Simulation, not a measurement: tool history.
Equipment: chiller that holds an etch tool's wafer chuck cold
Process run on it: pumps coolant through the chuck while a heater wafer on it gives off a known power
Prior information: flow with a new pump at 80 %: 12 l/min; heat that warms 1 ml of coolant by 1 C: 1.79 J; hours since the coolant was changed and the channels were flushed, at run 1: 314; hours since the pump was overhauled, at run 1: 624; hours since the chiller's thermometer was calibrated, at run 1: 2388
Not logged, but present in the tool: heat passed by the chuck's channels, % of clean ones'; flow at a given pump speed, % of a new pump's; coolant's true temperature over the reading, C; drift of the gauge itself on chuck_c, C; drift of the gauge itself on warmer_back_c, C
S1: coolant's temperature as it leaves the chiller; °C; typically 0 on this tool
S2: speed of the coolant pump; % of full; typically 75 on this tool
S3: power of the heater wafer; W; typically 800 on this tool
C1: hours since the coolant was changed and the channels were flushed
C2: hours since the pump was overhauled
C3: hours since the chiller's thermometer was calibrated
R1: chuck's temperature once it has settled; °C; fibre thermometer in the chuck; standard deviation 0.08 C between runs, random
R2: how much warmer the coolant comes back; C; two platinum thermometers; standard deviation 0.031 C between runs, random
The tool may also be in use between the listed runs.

{"run": 1, "hour": 0.0, "S1": 0, "S2": 75, "S3": 800, "C1": 314, "C2": 624, "C3": 2388, "R1": 5.03, "R2": 2.44}
{"run": 2, "hour": 108.5, "S1": 0, "S2": 75, "S3": 800, "C1": 423, "C2": 733, "C3": 2497, "R1": 5.06, "R2": 2.4}
{"run": 3, "hour": 206.1, "S1": 0, "S2": 62, "S3": 800, "C1": 520, "C2": 830, "C3": 2594, "R1": 6.05, "R2": 2.92}
{"run": 4, "hour": 346.6, "S1": 0, "S2": 96, "S3": 800, "C1": 661, "C2": 971, "C3": 2735, "R1": 4.07, "R2": 1.85}
{"run": 5, "hour": 446.9, "S1": 0, "S2": 75, "S3": 800, "C1": 761, "C2": 1071, "C3": 2835, "R1": 5.13, "R2": 2.46}
{"run": 6, "hour": 533.2, "S1": 0, "S2": 75, "S3": 800, "C1": 847, "C2": 1157, "C3": 2921, "R1": 5.05, "R2": 2.37}
{"run": 7, "hour": 670.1, "S1": 0, "S2": 75, "S3": 963, "C1": 984, "C2": 1294, "C3": 3058, "R1": 6.02, "R2": 2.91}
{"run": 8, "hour": 848.2, "S1": 0, "S2": 75, "S3": 800, "C1": 1162, "C2": 1472, "C3": 3236, "R1": 5.15, "R2": 2.4}
{"run": 9, "hour": 975.4, "S1": 0, "S2": 75, "S3": 800, "C1": 1290, "C2": 1600, "C3": 3364, "R1": 5.14, "R2": 2.47}
{"run": 10, "hour": 1144.3, "S1": 0, "S2": 75, "S3": 800, "C1": 1459, "C2": 1769, "C3": 3533, "R1": 5.07, "R2": 2.43}
{"run": 11, "hour": 1263.1, "S1": 0, "S2": 75, "S3": 800, "C1": 1577, "C2": 1887, "C3": 3651, "R1": 5.08, "R2": 2.48}
{"run": 12, "hour": 1349.8, "S1": 0, "S2": 75, "S3": 800, "C1": 1664, "C2": 1974, "C3": 3738, "R1": 5.24, "R2": 2.43}
{"run": 13, "hour": 1514.7, "S1": 0, "S2": 75, "S3": 800, "C1": 1829, "C2": 2139, "C3": 3903, "R1": 5.07, "R2": 2.47}
{"run": 14, "hour": 1589.8, "S1": 0, "S2": 75, "S3": 1057, "C1": 1904, "C2": 2214, "C3": 3978, "R1": 6.81, "R2": 3.21}
{"run": 15, "hour": 1751.1, "S1": 0, "S2": 75, "S3": 1057, "C1": 2065, "C2": 2375, "C3": 4139, "R1": 6.85, "R2": 3.3}
{"run": 16, "hour": 1845.2, "S1": 0, "S2": 75, "S3": 1057, "C1": 2159, "C2": 2469, "C3": 4233, "R1": 6.96, "R2": 3.28}
{"run": 17, "hour": 1933.1, "S1": 0, "S2": 81, "S3": 1057, "C1": 2247, "C2": 2557, "C3": 4321, "R1": 6.48, "R2": 3.05}
{"run": 18, "hour": 2042.9, "S1": 0, "S2": 81, "S3": 1057, "C1": 2357, "C2": 2667, "C3": 4431, "R1": 6.49, "R2": 3.05}
{"run": 19, "hour": 2222.2, "S1": -6, "S2": 70, "S3": 800, "C1": 2536, "C2": 2846, "C3": 4610, "R1": -0.5, "R2": 2.71}
{"run": 20, "hour": 2378.7, "S1": 1, "S2": 64, "S3": 612, "C1": 2693, "C2": 3003, "C3": 4767, "R1": 5.43, "R2": 2.25}
{"run": 21, "hour": 2473.6, "S1": -2, "S2": 64, "S3": 751, "C1": 2788, "C2": 3098, "C3": 4862, "R1": 3.66, "R2": 2.72}
{"run": 22, "hour": 2612.2, "S1": 6, "S2": 73, "S3": 641, "C1": 2926, "C2": 3236, "C3": 5000, "R1": 10.03, "R2": 2.01}
{"run": 23, "hour": 2761.1, "S1": -8, "S2": 96, "S3": 635, "C1": 3075, "C2": 3385, "C3": 5149, "R1": -4.82, "R2": 1.52}
{"run": 24, "hour": 2916.0, "S1": -8, "S2": 96, "S3": 635, "C1": 3230, "C2": 3540, "C3": 5304, "R1": -4.91, "R2": 1.53}
{"run": 25, "hour": 3022.1, "S1": -10, "S2": 75, "S3": 800, "C1": 3336, "C2": 3646, "C3": 5410, "R1": -4.88, "R2": 2.54}
{"run": 26, "hour": 3187.2, "S1": -7, "S2": 75, "S3": 675, "C1": 3501, "C2": 3811, "C3": 5575, "R1": -2.72, "R2": 2.13}
{"run": 27, "hour": 3325.2, "S1": -7, "S2": 75, "S3": 675, "C1": 3639, "C2": 3949, "C3": 5713, "R1": -2.76, "R2": 2.14}
{"hour": 3494.5, "done": "chiller's thermometer calibrated"}
{"run": 28, "hour": 3495.3, "S1": -2, "S2": 75, "S3": 675, "C1": 3809, "C2": 4119, "C3": 1, "R1": 3.02, "R2": 2.07}
{"run": 29, "hour": 3626.0, "S1": -2, "S2": 75, "S3": 675, "C1": 3939, "C2": 4249, "C3": 131, "R1": 2.97, "R2": 2.1}
{"run": 30, "hour": 3751.7, "S1": -2, "S2": 62, "S3": 675, "C1": 4065, "C2": 4375, "C3": 257, "R1": 3.71, "R2": 2.59}
{"run": 31, "hour": 3900.9, "S1": -2, "S2": 62, "S3": 675, "C1": 4214, "C2": 4524, "C3": 406, "R1": 3.71, "R2": 2.62}
{"run": 32, "hour": 4045.1, "S1": -2, "S2": 62, "S3": 675, "C1": 4358, "C2": 4668, "C3": 551, "R1": 3.84, "R2": 2.62}
{"run": 33, "hour": 4228.8, "S1": -2, "S2": 62, "S3": 675, "C1": 4542, "C2": 4852, "C3": 734, "R1": 3.7, "R2": 2.59}

Below, some changes in R1 between adjacent runs. For each, the amount present without the hidden state too (settings, incoming material, random variation) and the amount remaining for the hidden state with gauge scatter not shared by both compared results:
Run 13 -> 14: S3 800 -> 1057. R1 +1.74 °C: hidden state +0.09, all else +1.65.
Run 18 -> 19: S1 0 -> -6, S2 81 -> 70, S3 1057 -> 800. R1 -6.99 °C: hidden state -0.06, all else -6.93.
Run 21 -> 22: S1 -2 -> 6, S2 64 -> 73, S3 751 -> 641. R1 +6.37 °C: hidden state -0.09, all else +6.46.
Run 22 -> 23: S1 6 -> -8, S2 73 -> 96, S3 641 -> 635. R1 -14.85 °C: hidden state -0.08, all else -14.77.
Run 24 -> 25: S1 -8 -> -10, S2 96 -> 75, S3 635 -> 800. R1 +0.03 °C: hidden state +0.16, all else -0.13.
Run 27 -> 28: S1 -7 -> -2, chiller's thermometer calibrated. R1 +5.78 °C: hidden state +0.69, all else +5.09.
